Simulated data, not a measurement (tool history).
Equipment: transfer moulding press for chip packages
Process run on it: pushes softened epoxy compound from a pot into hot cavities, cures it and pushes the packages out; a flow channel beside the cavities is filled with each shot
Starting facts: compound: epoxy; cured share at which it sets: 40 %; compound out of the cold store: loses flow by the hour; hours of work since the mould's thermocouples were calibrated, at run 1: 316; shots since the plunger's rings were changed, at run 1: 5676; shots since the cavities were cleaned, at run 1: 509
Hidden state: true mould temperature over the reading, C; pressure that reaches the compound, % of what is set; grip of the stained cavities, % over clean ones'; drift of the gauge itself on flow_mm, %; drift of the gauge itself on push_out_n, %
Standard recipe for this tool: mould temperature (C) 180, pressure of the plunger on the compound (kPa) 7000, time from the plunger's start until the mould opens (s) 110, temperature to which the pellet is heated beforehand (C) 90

run   hour  mould temperature (C)  pressure of the plunger on the compound (kPa)  time from the plunger's start until the mould opens (s)  temperature to which the pellet is heated beforehand (C)  hours of work since the mould's thermocouples were calibrated  shots since the plunger's rings were changed  shots since the cavities were cleaned  incoming compound's hours out of the cold store  length that the compound runs in the flow channel (mm)  greatest force on the pins that push the packages out (N)
  1    0.0                    180                                           7000                                                      110                                                        90                                                            316                                          5676                                    509                                             12.7                                                     713                                                        321
  2    8.7                    180                                           5820                                                      110                                                        90                                                            321                                          5773                                    606                                             19.4                                                     638                                                        316
  3   16.1                    180                                           5820                                                      110                                                        90                                                            326                                          5855                                    688                                             23.4                                                     627                                                        327
      25.3  -- plunger's sealing rings changed
  4   31.6                    187                                           7000                                                      110                                                        90                                                            335                                            71                                    834                                             15.5                                                     737                                                        277
  5   37.1                    180                                           7000                                                      110                                                        87                                                            338                                           132                                    895                                             25.9                                                     727                                                        340
  6   47.7                    180                                           7000                                                      110                                                        87                                                            345                                           250                                   1013                                             42.7                                                     698                                                        339
  7   54.4                    180                                           7000                                                      110                                                        87                                                            349                                           325                                   1088                                             25.5                                                     731                                                        346
  8   60.7                    182                                           7000                                                      110                                                        90                                                            353                                           396                                   1159                                             45.1                                                     684                                                        313
      64.6  -- cavities cleaned with cleaning compound and waxed
  9   75.0                    182                                           7000                                                      110                                                        90                                                            362                                           538                                    116                                             13.9                                                     751                                                        230
 10   82.0                    180                                           7000                                                      110                                                        90                                                            366                                           617                                    195                                             34.3                                                     699                                                        263
 11   89.8                    180                                           7000                                                      110                                                        90                                                            371                                           703                                    281                                             34.1                                                     704                                                        270
 12  100.3                    180                                           7000                                                      110                                                        90                                                            378                                           821                                    399                                             23.3                                                     729                                                        292
 13  112.5                    180                                           7000                                                      110                                                        90                                                            386                                           957                                    535                                             37.1                                                     690                                                        314
 14  121.2                    180                                           7000                                                      110                                                        90                                                            391                                          1054                                    632                                             11.3                                                     758                                                        327
 15  131.1                    180                                           7000                                                      110                                                        90                                                            398                                          1164                                    742                                             44.7                                                     677                                                        321
 16  144.2                    180                                           7000                                                      110                                                        90                                                            406                                          1310                                    888                                             45.9                                                     680                                                        319
 17  150.4                    180                                           7000                                                      110                                                        90                                                            410                                          1380                                    958                                             11.4                                                     762                                                        326
 18  157.5                    180                                           7000                                                      110                                                        90                                                            415                                          1459                                   1037                                             23.8                                                     728                                                        340
 19  164.7                    180                                           7000                                                      110                                                        90                                                            419                                          1539                                   1117                                             16.1                                                     752                                                        342
     172.3  -- cavities cleaned with cleaning compound and waxed
 20  175.7                    180                                           5870                                                      110                                                        83                                                            425                                          1645                                     37                                             20.7                                                     669                                                        215
 21  187.3                    172                                           6370                                                      145                                                        98                                                            433                                          1775                                    167                                             33.1                                                     688                                                        253
 22  194.0                    172                                           6370                                                      145                                                        98                                                            437                                          1850                                    242                                             11.7                                                     737                                                        269
 23  199.6                    172                                           6370                                                      145                                                        98                                                            441                                          1912                                    304                                             22.1                                                     704                                                        276
 24  212.5                    183                                           5660                                                      137                                                        95                                                            449                                          2056                                    448                                             16.9                                                     656                                                        246
 25  220.1                    183                                           5660                                                      144                                                        91                                                            454                                          2141                                    533                                             17.2                                                     654                                                        245
 26  228.4                    184                                           6320                                                      120                                                        89                                                            459                                          2233                                    625                                             36.1                                                     641                                                        258
 27  240.5                    184                                           6320                                                      120                                                        89                                                            467                                          2368                                    760                                             44.8                                                     625                                                        276
 28  251.5                    178                                           8160                                                       90                                                        94                                                            474                                          2491                                    883                                             22.1                                                     773                                                        561

Forecast each of these 3 alternatives for the next run:
  A  258.4                    175                                           7000                                                      125                                                        90                                                            479                                          2568                                    960                                             40.0                                                       ?                                                          ?
  B  258.4                    182                                           8220                                                      110                                                        87                                                            479                                          2568                                    960                                             42.7                                                       ?                                                          ?
  C  258.4                    185                                           8160                                                      124                                                        94                                                            479                                          2568                                    960                                             32.5                                                       ?                                                          ?

run  length that the compound runs in the flow channel (mm)  greatest force on the pins that push the packages out (N)
  A                                                     692                                                        352
  B                                                     717                                                        310
  C                                                     735                                                        269
The same runs, with their run-to-run variation unchanged, on a tool lacking any hidden condition would have given:
run  length that the compound runs in the flow channel (mm)  greatest force on the pins that push the packages out (N)
  A                                                     715                                                        245
  B                                                     741                                                        212
  C                                                     759                                                        181
